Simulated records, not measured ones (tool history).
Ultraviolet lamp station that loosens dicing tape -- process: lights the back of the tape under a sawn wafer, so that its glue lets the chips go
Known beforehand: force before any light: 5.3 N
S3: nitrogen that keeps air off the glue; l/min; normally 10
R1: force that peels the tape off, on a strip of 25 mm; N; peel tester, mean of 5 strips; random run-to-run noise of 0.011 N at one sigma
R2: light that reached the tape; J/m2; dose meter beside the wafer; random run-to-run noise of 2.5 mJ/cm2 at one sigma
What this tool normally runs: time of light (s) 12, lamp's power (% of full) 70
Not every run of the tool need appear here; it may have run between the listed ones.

run 1 hour=0 | time_of_light_(s)=12 lamp's_power_(%_of_full)=70 S3=10 | R1=0.685 R2=2630
run 2 hour=32 | time_of_light_(s)=12 lamp's_power_(%_of_full)=68 S3=10 | R1=0.752 R2=2510
run 3 hour=59.3 | time_of_light_(s)=12 lamp's_power_(%_of_full)=68 S3=10 | R1=0.742 R2=2510
run 4 hour=87 | time_of_light_(s)=12 lamp's_power_(%_of_full)=68 S3=10 | R1=0.775 R2=2460
run 5 hour=119.6 | time_of_light_(s)=12 lamp's_power_(%_of_full)=91 S3=10 | R1=0.449 R2=3210
run 6 hour=136.6 | time_of_light_(s)=12 lamp's_power_(%_of_full)=91 S3=10 | R1=0.465 R2=3170
run 7 hour=154.9 | time_of_light_(s)=11 lamp's_power_(%_of_full)=91 S3=8 | R1=0.616 R2=2880
run 8 hour=185.6 | time_of_light_(s)=11 lamp's_power_(%_of_full)=91 S3=8 | R1=0.628 R2=2870
-- hour=187.6 window cleaned of glue's vapour
run 9 hour=207 | time_of_light_(s)=11 lamp's_power_(%_of_full)=91 S3=8 | R1=0.738 R2=2690
run 10 hour=240.1 | time_of_light_(s)=11 lamp's_power_(%_of_full)=91 S3=8 | R1=0.757 R2=2650
run 11 hour=261.8 | time_of_light_(s)=11 lamp's_power_(%_of_full)=91 S3=8 | R1=0.764 R2=2650

Forecast each of these 3 alternatives for the next run:
run A hour=286 | time_of_light_(s)=7 lamp's_power_(%_of_full)=66 S3=16 | R1=? R2=?
run B hour=286 | time_of_light_(s)=16 lamp's_power_(%_of_full)=65 S3=4 | R1=? R2=?
run C hour=286 | time_of_light_(s)=12 lamp's_power_(%_of_full)=79 S3=3 | R1=? R2=?

run=A R1=1.843 R2=1230
run=B R1=1.039 R2=2700
run=C R1=1.322 R2=2480
Stripped of hidden state, with their random variation kept, the same runs would have yielded:
run=A R1=1.229 R2=1700
run=B R1=0.567 R2=3770
run=C R1=0.782 R2=3450
